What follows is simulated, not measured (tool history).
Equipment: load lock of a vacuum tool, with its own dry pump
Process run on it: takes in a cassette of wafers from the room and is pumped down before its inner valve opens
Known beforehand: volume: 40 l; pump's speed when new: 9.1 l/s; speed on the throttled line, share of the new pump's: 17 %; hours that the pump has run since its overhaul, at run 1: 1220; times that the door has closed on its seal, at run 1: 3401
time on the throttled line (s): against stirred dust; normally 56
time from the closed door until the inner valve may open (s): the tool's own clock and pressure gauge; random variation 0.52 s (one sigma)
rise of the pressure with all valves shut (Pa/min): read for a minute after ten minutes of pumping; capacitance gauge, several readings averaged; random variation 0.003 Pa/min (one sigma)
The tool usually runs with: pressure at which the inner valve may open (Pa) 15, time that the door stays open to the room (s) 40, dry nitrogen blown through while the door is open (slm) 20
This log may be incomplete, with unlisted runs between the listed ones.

run      day  time on the throttled line (s)  pressure at which the inner valve may open (Pa)  time that the door stays open to the room (s)  dry nitrogen blown through while the door is open (slm)  hours that the pump has run since its overhaul  times that the door has closed on its seal  incoming humidity of the room's air, %  time from the closed door until the inner valve may open (s)  rise of the pressure with all valves shut (Pa/min)
  1        0                              56                                               15                                             40                                                       20                                            1220                                        3401                                    41.7                                                            85                                               0.034
  2    2.612                              48                                               15                                             40                                                       20                                            1283                                        3498                                    44.5                                                          78.4                                               0.036
  3    5.662                              56                                               15                                            119                                                       20                                            1356                                        3611                                    47.5                                                            85                                               0.048
  4    8.375                              56                                               15                                            119                                                       20                                            1421                                        3712                                    46.1                                                          85.3                                               0.042
  5   11.088                              56                                               15                                             40                                                       20                                            1486                                        3813                                    41.3                                                          84.8                                               0.032
  6   14.725                              56                                               15                                             40                                                       20                                            1573                                        3948                                    45.4                                                          85.3                                               0.036
  7   18.592                              56                                               15                                             40                                                       20                                            1666                                        4091                                      47                                                          84.9                                               0.041
  8   20.862                              56                                               15                                             40                                                       20                                            1720                                        4176                                    44.5                                                            86                                               0.034
  9   24.058                              56                                               15                                             40                                                       20                                            1797                                        4295                                      48                                                          85.5                                               0.041
 10   27.221                              56                                               15                                             40                                                       20                                            1873                                        4412                                    44.8                                                          85.5                                               0.039
 11   30.492                              56                                               15                                             40                                                       20                                            1952                                        4533                                    44.9                                                          84.7                                               0.044
 12   33.754                              56                                               15                                             35                                                       20                                            2030                                        4655                                    45.3                                                          86.4                                                0.04
 13   35.679                              56                                               15                                            216                                                       20                                            2076                                        4726                                    44.6                                                          85.9                                               0.056
 14    38.55                              56                                               15                                            216                                                       20                                            2145                                        4833                                    47.3                                                          85.1                                               0.058
 15   41.367                              56                                               12                                             40                                                       20                                            2213                                        4937                                    46.2                                                          86.7                                               0.042
 16   43.688                              56                                               12                                             40                                                       20                                            2268                                        5024                                    42.5                                                          87.5                                               0.045
 17   46.433                              56                                               15                                             40                                                       43                                            2334                                        5126                                    43.9                                                          86.5                                               0.027
 18   50.067                              56                                               15                                            147                                                       20                                            2421                                        5260                                    43.6                                                            86                                                0.05
 19   53.554                              56                                               15                                            147                                                       20                                            2505                                        5390                                    45.7                                                          86.3                                                0.06
 20   57.775                              56                                               15                                            147                                                       29                                            2606                                        5547                                    43.6                                                          86.5                                               0.046
 21   59.754                              56                                               15                                            147                                                       29                                            2654                                        5620                                    43.1                                                          86.1                                               0.043
 22   63.179                              39                                               15                                             40                                                       20                                            2736                                        5748                                    44.2                                                          72.8                                               0.038
 23   67.196                              39                                               15                                             40                                                       20                                            2832                                        5897                                      46                                                          72.8                                               0.043
 24   71.246                              41                                               15                                            148                                                       20                                            2930                                        6047                                    43.7                                                          74.3                                               0.053
 25   75.112                              69                                               15                                            148                                                       20                                            3022                                        6191                                    45.1                                                          98.2                                               0.058
 26   78.542                              76                                               13                                            232                                                       20                                            3105                                        6318                                      45                                                           104                                               0.057
 27     80.8                              56                                               15                                             40                                                       16                                            3159                                        6402                                      48                                                          85.9                                               0.054
 28   84.329                              56                                               15                                             40                                                       16                                            3244                                        6533                                    48.8                                                          86.5                                               0.057
 29    87.85                              48                                               26                                             44                                                       16                                            3328                                        6664                                    45.9                                                          77.1                                               0.053
 30   90.679                              31                                               13                                             40                                                       20                                            3396                                        6769                                    48.6                                                          67.2                                               0.049
 31   93.262                              31                                               14                                             40                                                       10                                            3458                                        6865                                    45.1                                                          66.5                                               0.057
 32   95.983                              45                                               11                                            186                                                       10                                            3523                                        6966                                    46.9                                                          79.3                                               0.084
 33   98.083                              45                                               14                                            186                                                       13                                            3574                                        7044                                      46                                                            78                                               0.072
 34   99.804                              38                                               11                                            186                                                       11                                            3615                                        7108                                    43.1                                                          72.6                                               0.077
 35  103.596                              38                                               18                                            186                                                       11                                            3706                                        7249                                    43.6                                                          71.5                                               0.078
 36   105.75                              82                                               12                                             32                                                        8                                            3758                                        7329                                    45.2                                                           109                                               0.064
 37   109.25                              56                                               12                                             40                                                       20                                            3842                                        7459                                    44.5                                                            88                                                0.05

4 options for the next run, each taken on its own from the tool as it stands now. Forecast them:
  A  111.775                              56                                               11                                             46                                                        8                                            3902                                        7552                                    44.2                                                             ?                                                   ?
  B  111.775                              87                                               15                                             68                                                        5                                            3902                                        7552                                    44.9                                                             ?                                                   ?
  C  111.775                              56                                               14                                             40                                                       20                                            3902                                        7552                                    43.9                                                             ?                                                   ?
  D  111.775                              56                                               15                                            205                                                       20                                            3902                                        7552                                    46.4                                                             ?                                                   ?

run  time from the closed door until the inner valve may open (s)  rise of the pressure with all valves shut (Pa/min)
  A                                                          87.5                                               0.072
  B                                                         111.1                                               0.088
  C                                                          87.4                                               0.052
  D                                                          86.4                                               0.068
With no hidden state in the tool, these same runs would have given:
run  time from the closed door until the inner valve may open (s)  rise of the pressure with all valves shut (Pa/min)
  A                                                          85.6                                               0.042
  B                                                         109.5                                               0.059
  C                                                          85.6                                               0.023
  D                                                          84.6                                               0.039
